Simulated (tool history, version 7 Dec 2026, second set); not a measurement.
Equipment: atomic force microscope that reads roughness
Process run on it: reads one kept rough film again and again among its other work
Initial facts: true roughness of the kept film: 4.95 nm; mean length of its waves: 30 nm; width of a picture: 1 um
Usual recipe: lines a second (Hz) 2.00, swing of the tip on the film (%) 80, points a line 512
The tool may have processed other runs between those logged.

run     day  lines a second (Hz)  swing of the tip on the film (%)  points a line  roughness of the kept film (nm (root mean square))
  1   0.000                 2.00                                80            512                                               2.420
  2   0.775                 2.00                                80            512                                               2.353
      1.379  -- new tip fitted
  3   1.700                 2.00                                80            512                                               3.452
  4   2.892                 2.00                                62            512                                               3.733
  5   3.812                 2.00                                72            512                                               3.427
  6   5.075                 2.00                                72            512                                               3.273
  7   6.317                 2.00                                80            512                                               2.965
  8   7.375                 2.00                                80            512                                               2.869
  9   8.254                 0.88                                83            627                                               3.042
 10   9.508                 0.88                                83            627                                               2.943
 11  10.396                 0.54                                60            288                                               3.078
 12  11.338                 0.54                                60            288                                               3.017
 13  12.217                 2.00                                61            505                                               2.802
 14  13.604                 1.21                                59            562                                               2.802

Each row is a separate what-if for the run after 14, all from the same tool condition, not one after another. Results?
     14.733  -- new tip fitted
  A  14.767                 1.36                                80            341                                                   ?
     14.733  -- new tip fitted
  B  14.767                 0.79                                59            562                                                   ?
     14.733  -- new tip fitted
  C  14.767                 0.86                                80            512                                                   ?
     14.733  -- new tip fitted
  D  14.767                 2.23                                60            762                                                   ?
     14.733  -- new tip fitted
  E  14.767                 1.21                                59            436                                                   ?

run  roughness of the kept film (nm (root mean square))
  A                                               3.698
  B                                               4.116
  C                                               3.885
  D                                               3.955
  E                                               4.126
With no hidden state in the tool, these same runs would have given:
run  roughness of the kept film (nm (root mean square))
  A                                               3.740
  B                                               4.163
  C                                               3.930
  D                                               4.000
  E                                               4.173
